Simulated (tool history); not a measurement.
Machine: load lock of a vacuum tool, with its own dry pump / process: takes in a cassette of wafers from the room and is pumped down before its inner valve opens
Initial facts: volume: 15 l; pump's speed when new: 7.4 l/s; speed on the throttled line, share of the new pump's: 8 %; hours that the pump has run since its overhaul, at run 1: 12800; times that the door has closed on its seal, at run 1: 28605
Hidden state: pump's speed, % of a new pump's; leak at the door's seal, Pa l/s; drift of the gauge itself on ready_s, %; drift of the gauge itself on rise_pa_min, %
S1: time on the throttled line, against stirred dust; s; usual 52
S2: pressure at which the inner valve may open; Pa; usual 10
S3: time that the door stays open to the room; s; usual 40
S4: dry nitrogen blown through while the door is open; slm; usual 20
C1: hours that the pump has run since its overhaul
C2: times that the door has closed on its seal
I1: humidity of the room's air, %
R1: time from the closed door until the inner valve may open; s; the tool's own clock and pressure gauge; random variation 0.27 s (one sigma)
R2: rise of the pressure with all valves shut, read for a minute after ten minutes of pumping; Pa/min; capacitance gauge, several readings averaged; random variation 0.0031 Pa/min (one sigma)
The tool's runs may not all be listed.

run      day   S1  S2   S3  S4     C1     C2    I1     R1     R2
  1    0.000   52  10   40  20  12800  28605  44.4   69.5  0.260
  2   18.483   52  10   40  20  13243  29230  43.6   69.0  0.266
  3   34.308   52  10   40  20  13623  29765  46.6   69.6  0.280
  4   47.475   52   9   40  20  13939  30209  47.5   70.0  0.282
      48.938  -- door's seal changed, seat wiped
  5   63.875   52  10   28  20  14331    504  45.9   69.1  0.051
  6   77.004   81  10   40  20  14646    948  45.3   95.4  0.060
  7   94.900   52  10   85  20  15076   1553  43.3   70.1  0.075
  8  107.096   52  10   85  20  15369   1965  46.0   70.4  0.087
  9  121.712   52  10   85  20  15719   2459  45.7   69.9  0.090
 10  135.579   52  15   40  20  16052   2927  43.8   69.2  0.064
 11  147.704   52  10   40  20  16343   3337  45.4   70.0  0.071
 12  159.629   52  10   40  20  16629   3740  44.8   70.0  0.070
 13  172.925   52  10   40  20  16948   4189  43.9   70.3  0.070
 14  189.038   52  10   40  20  17335   4734  44.9   71.1  0.072
 15  210.200   52  10   40  20  17843   5449  43.8   70.6  0.082
 16  227.725   52  10   40  20  18264   6041  45.4   70.3  0.076
 17  242.008   27  16  134  19  18606   6523  44.0   47.3  0.116
 18  252.162   27  16  134  19  18850   6866  40.8   47.5  0.105
 19  271.521   27  16  134  19  19315   7521  43.1   47.7  0.114
 20  285.858   34  13   75  12  19659   8005  47.7   54.2  0.119
 21  295.933   32  10   40  20  19901   8345  47.6   53.3  0.095
 22  312.367   55  10   40  20  20295   8901  45.1   73.7  0.089
 23  329.008  102  10  203  20  20694   9463  47.3  115.7  0.141
     338.638  -- dry pump taken out, an overhauled one fitted
 24  346.304   71  18  230  10    184  10039  45.9   82.5  0.181
 25  355.350   71  18  230  10    401  10345  42.3   82.9  0.172
 26  368.392   55  12  174  17    714  10785  44.2   69.0  0.145
 27  378.300   36   9   32  33    952  11120  44.3   52.3  0.090
 28  387.996   52  15   35  44   1185  11448  43.9   65.9  0.085
 29  405.579   30  15   35  44   1607  12042  45.6   45.2  0.090
 30  419.954   30  15   35  44   1952  12528  48.0   45.9  0.095
 31  440.883   52   8  134  20   2454  13235  42.1   67.3  0.143

For run 32, what comes out?
 32  456.121  52   8  134  20  2820  13750  43.4   ?   ?

Run 32 came out at R1 67.0 s, R2 0.147 Pa/min.
Without the tool's hidden state the same run would have given R1 66.6 s, R2 0.081 Pa/min.
